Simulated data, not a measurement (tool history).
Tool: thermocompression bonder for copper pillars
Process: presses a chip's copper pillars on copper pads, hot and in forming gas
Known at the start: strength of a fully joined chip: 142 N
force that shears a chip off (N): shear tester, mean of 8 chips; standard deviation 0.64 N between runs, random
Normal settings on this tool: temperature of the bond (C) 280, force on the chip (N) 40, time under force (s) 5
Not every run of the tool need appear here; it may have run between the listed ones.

run	hour	temperature of the bond (C)	force on the chip (N)	time under force (s)	force that shears a chip off (N)
1	0.0	280	40	5	79.9
2	59.3	280	40	5	79.6
3	110.9	280	40	5	79.5
# hour 134.5: heater calibrated with a thermocouple chip
4	184.4	295	40	5	92.9
# hour 191.5: forming gas filter changed
5	246.9	280	40	5	89.3
6	324.9	280	40	5	90.5
7	373.7	283	56	7	119.7
8	428.0	283	25	5	59.5
9	511.0	283	38	4	83.4
10	550.5	260	52	5	91.4
# hour 594.9: heater calibrated with a thermocouple chip, once more
11	632.4	260	35	9	62.9
# hour 702.2: forming gas filter changed
12	717.4	280	26	5	52.8

A few steps of force that shears a chip off (N) between consecutive runs. Split each: what settings, incoming material and random variation would produce without the hidden state, and what is left over for the hidden state, along with gauge scatter present in only one of the two compared results (measured, and without hidden state):
The tool's hidden condition here consists of: true temperature of the bond over the reading, C; force that reaches the chip, % of what is set; oxide that the forming gas leaves, % of the face; drift of the gauge itself on shear_n, %.
Run 7 -> 8: force on the chip (N) 56 -> 25, time under force (s) 7 -> 5. force that shears a chip off (N) -60.2: hidden state +2.5, all else -62.7.
Run 10 -> 11: force on the chip (N) 52 -> 35, time under force (s) 5 -> 9, heater calibrated with a thermocouple chip, once more. force that shears a chip off (N) -28.5: hidden state -15.5, all else -13.0.
